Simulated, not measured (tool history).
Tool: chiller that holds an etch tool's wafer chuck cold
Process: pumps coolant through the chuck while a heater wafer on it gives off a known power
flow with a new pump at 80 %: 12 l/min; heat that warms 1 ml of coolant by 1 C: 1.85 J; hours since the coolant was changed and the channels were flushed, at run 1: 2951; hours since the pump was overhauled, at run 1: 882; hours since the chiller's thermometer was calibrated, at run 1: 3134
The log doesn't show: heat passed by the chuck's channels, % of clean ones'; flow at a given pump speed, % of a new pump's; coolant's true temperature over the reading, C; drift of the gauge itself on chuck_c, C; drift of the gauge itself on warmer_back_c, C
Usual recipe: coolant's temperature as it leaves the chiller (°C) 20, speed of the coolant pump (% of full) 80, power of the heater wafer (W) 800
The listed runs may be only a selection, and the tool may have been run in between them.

run,day,coolant's temperature as it leaves the chiller (°C),speed of the coolant pump (% of full),power of the heater wafer (W),hours since the coolant was changed and the channels were flushed,hours since the pump was overhauled,hours since the chiller's thermometer was calibrated,chuck's temperature once it has settled (°C),how much warmer the coolant comes back (C)
1,0,20,80,800,2951,882,3134,25.2,2.18
2,1.092,20,80,800,2977,908,3160,25.2,2.15
3,1.879,20,80,800,2996,927,3179,25.3,2.1
4,2.758,20,80,800,3017,948,3200,25.2,2.15
5,3.892,20,80,800,3044,975,3227,25.3,2.12
6,5.192,20,80,800,3076,1006,3259,25.5,2.16
7,6.146,20,95,800,3099,1029,3282,24.9,1.79
8,7.521,20,95,800,3132,1062,3315,24.5,1.81
9,8.779,20,95,800,3162,1092,3345,24.6,1.82
10,9.412,20,95,800,3177,1108,3360,24.4,1.77
11,10.517,20,95,800,3203,1134,3386,24.4,1.81
12,11.883,29,89,666,3236,1167,3419,33.1,1.63
13,12.604,10,89,458,3254,1184,3437,12.7,1.06
14,13.8,24,80,825,3282,1213,3465,29.2,2.25
15,14.438,11,84,737,3298,1228,3481,15.6,1.85
16,15.433,27,84,898,3322,1252,3505,32.8,2.29
17,16.238,27,91,898,3341,1271,3524,32.4,2.12
18,17.55,20,87,850,3372,1303,3555,25.2,2.13
19,18.442,20,87,850,3394,1324,3577,25.2,2.12
20,19.192,18,83,800,3412,1342,3595,23.1,2.07
21,20.204,18,83,800,3436,1367,3619,23.1,2.07

Alternative continuations, all from the tool just after run 21; predict every row:
A,21.296,18,60,800,3462,1393,3645,?,?
B,21.296,13,62,552,3462,1393,3645,?,?
C,21.296,16,62,800,3462,1393,3645,?,?
D,21.296,20,80,865,3462,1393,3645,?,?
E,21.296,15,73,527,3462,1393,3645,?,?

run,chuck's temperature once it has settled (°C),how much warmer the coolant comes back (C)
A,24.8,3
B,17.5,1.97
C,22.5,2.87
D,25.9,2.37
E,18.7,1.6
Without the tool's unlogged condition, the same runs would have read:
run,chuck's temperature once it has settled (°C),how much warmer the coolant comes back (C)
A,24.8,3
B,17.5,1.97
C,22.5,2.87
D,25.8,2.37
E,18.7,1.59
